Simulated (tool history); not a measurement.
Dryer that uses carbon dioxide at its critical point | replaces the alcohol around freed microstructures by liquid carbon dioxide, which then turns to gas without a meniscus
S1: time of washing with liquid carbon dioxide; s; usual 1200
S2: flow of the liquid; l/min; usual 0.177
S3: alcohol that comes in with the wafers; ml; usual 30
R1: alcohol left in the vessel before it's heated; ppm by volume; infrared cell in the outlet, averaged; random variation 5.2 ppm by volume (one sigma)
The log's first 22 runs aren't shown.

| run | hour | S1 | S2 | S3 | R1 |
|---|---|---|---|---|---|
| 23 | 177.5 | 1200 | 0.177 | 30 | 125 |
| 24 | 189.0 | 1200 | 0.177 | 30 | 132 |
| 25 | 199.1 | 1200 | 0.177 | 30 | 136 |
| 26 | 208.1 | 1200 | 0.177 | 30 | 124 |
| 27 | 216.5 | 1200 | 0.177 | 22 | 112 |
| 28 | 224.1 | 960 | 0.199 | 30 | 227 |
| 29 | 230.0 | 1200 | 0.129 | 51 | 855 |
| 30 | 237.1 | 1500 | 0.136 | 30 | 158 |
| 31 | 242.6 | 1200 | 0.117 | 30 | 775 |
| 32 | 254.0 | 1200 | 0.117 | 30 | 778 |
| 33 | 265.4 | 1440 | 0.144 | 118 | 448 |
| 34 | 272.8 | 1800 | 0.266 | 30 | 56 |
| 35 | 281.8 | 1200 | 0.223 | 87 | 110 |
| 36 | 286.6 | 1200 | 0.257 | 104 | 80 |
| 37 | 291.7 | 1200 | 0.257 | 104 | 75 |
| 38 | 301.9 | 780 | 0.159 | 52 | 2353 |
| 39 | 310.7 | 1500 | 0.183 | 30 | 79 |
| 40 | 319.8 | 1500 | 0.124 | 22 | 200 |
| 41 | 327.9 | 780 | 0.217 | 30 | 422 |
| 42 | 335.2 | 720 | 0.185 | 21 | 789 |
| 43 | 345.0 | 1260 | 0.214 | 21 | 75 |
| 44 | 350.5 | 1260 | 0.214 | 21 | 81 |
| 45 | 355.9 | 1260 | 0.214 | 21 | 78 |
| 46 | 363.0 | 960 | 0.158 | 37 | 806 |

4 ways to go on from here, each from the tool as it stands after run 46. What would each give?
| A | 368.8 | 1560 | 0.180 | 37 | ? |
| B | 368.8 | 1440 | 0.133 | 32 | ? |
| C | 368.8 | 960 | 0.152 | 37 | ? |
| D | 368.8 | 1200 | 0.170 | 30 | ? |

| run | R1 |
|---|---|
| A | 92 |
| B | 240 |
| C | 944 |
| D | 192 |
Without the tool's hidden state the same runs would have given:
| run | R1 |
|---|---|
| A | 25 |
| B | 152 |
| C | 785 |
| D | 109 |
